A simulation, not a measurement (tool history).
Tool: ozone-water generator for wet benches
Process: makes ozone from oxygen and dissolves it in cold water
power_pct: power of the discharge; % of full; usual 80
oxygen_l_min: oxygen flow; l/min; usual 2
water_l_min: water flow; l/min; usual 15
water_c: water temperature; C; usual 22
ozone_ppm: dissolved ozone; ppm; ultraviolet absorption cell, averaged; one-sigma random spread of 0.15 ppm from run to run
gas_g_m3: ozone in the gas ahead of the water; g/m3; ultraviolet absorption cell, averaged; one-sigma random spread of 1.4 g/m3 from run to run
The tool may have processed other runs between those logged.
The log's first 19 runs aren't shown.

| run | day | power_pct | oxygen_l_min | water_l_min | water_c | ozone_ppm | gas_g_m3 |
|---|---|---|---|---|---|---|---|
| 20 | 23.496 | 99 | 2 | 14 | 27 | 21.5 | 297.8 |
| 21 | 24.512 | 99 | 2 | 14 | 27 | 21.4 | 297.4 |
| 22 | 25.633 | 99 | 2 | 23 | 28 | 13.9 | 297 |
| 23 | 26.433 | 99 | 2 | 23 | 28 | 14 | 296.3 |
| 24 | 27.704 | 99 | 2 | 23 | 28 | 14 | 294.7 |
| 25 | 29.096 | 99 | 2 | 23 | 18 | 15.1 | 294.7 |
| 26 | 29.929 | 54 | 1.77 | 15 | 22 | 15.2 | 227.5 |
| 27 | 30.942 | 54 | 1.77 | 15 | 22 | 15.1 | 223.8 |
| 28 | 32.279 | 54 | 1.77 | 15 | 22 | 15 | 228.9 |
| 29 | 33.679 | 88 | 2 | 15 | 28 | 18.7 | 279.4 |
| 30 | 34.854 | 47 | 2.53 | 15 | 22 | 13.9 | 165.9 |
| 31 | 35.7 | 47 | 2.53 | 15 | 22 | 13.9 | 164.1 |
| 32 | 37.221 | 47 | 2.53 | 15 | 22 | 14 | 164.2 |
| 33 | 38.533 | 58 | 2 | 15 | 18 | 16.4 | 217.3 |

Below are 3 alternative next runs, each starting from the tool's condition after run 33. Predict each:
| A | 39.792 | 80 | 2 | 15 | 22 | ? | ? |
| B | 39.792 | 95 | 3.39 | 15 | 22 | ? | ? |
| C | 39.792 | 80 | 1.57 | 15 | 22 | ? | ? |

| run | ozone_ppm | gas_g_m3 |
|---|---|---|
| A | 18.6 | 261.9 |
| B | 20.2 | 201.8 |
| C | 19.1 | 307.5 |
With the hidden condition removed and each run's random variation left untouched, the same runs would have given:
| run | ozone_ppm | gas_g_m3 |
|---|---|---|
| A | 18.7 | 262 |
| B | 20.2 | 201.9 |
| C | 19.1 | 307.6 |

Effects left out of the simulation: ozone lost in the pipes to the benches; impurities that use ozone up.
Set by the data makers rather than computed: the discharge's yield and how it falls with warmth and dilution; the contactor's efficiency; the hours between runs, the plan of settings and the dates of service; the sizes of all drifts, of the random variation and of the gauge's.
